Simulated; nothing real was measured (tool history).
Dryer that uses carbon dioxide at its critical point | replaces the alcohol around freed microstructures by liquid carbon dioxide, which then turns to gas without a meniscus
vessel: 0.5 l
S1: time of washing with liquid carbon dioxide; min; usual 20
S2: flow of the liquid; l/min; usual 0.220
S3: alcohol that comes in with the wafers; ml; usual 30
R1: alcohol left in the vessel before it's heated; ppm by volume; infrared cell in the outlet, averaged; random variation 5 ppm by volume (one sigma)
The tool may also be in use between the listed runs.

Run 1, hour 0.0: usual settings. Result: R1 46 ppm by volume.
Run 2, hour 5.3: usual settings. Result: R1 51 ppm by volume.
Run 3, hour 13.1: usual settings. Result: R1 67 ppm by volume.
Run 4, hour 17.2: usual settings. Result: R1 54 ppm by volume.
Run 5, hour 21.1: usual settings. Result: R1 64 ppm by volume.
Run 6, hour 28.9: usual settings but S2 0.359 l/min. Result: R1 17 ppm by volume.
Run 7, hour 37.6: usual settings but S2 0.359 l/min. Result: R1 28 ppm by volume.
Run 8, hour 42.9: usual settings but S2 0.359 l/min. Result: R1 19 ppm by volume.
Run 9, hour 52.4: usual settings but S2 0.359 l/min. Result: R1 21 ppm by volume.
Run 10, hour 61.2: usual settings. Result: R1 66 ppm by volume.
Run 11, hour 69.6: usual settings. Result: R1 63 ppm by volume.
Run 12, hour 76.5: usual settings. Result: R1 58 ppm by volume.
Run 13, hour 81.6: usual settings but S1 15 min. Result: R1 240 ppm by volume.
Run 14, hour 88.3: usual settings but S2 0.260 l/min. Result: R1 31 ppm by volume.
Run 15, hour 95.6: usual settings but S2 0.238 l/min. Result: R1 49 ppm by volume.
Run 16, hour 105.1: usual settings but S2 0.238 l/min. Result: R1 44 ppm by volume.
Run 17, hour 113.5: usual settings but S2 0.238 l/min, S3 27 ml. Result: R1 43 ppm by volume.
Run 18, hour 118.1: usual settings but S3 39 ml. Result: R1 73 ppm by volume.

Forecast run 19:
Run 19, hour 123.4: usual settings. Result: R1 ?.

{"run 19": {"R1": 61}}
Without the tool's hidden state the same run would have given R1 32 ppm by volume.
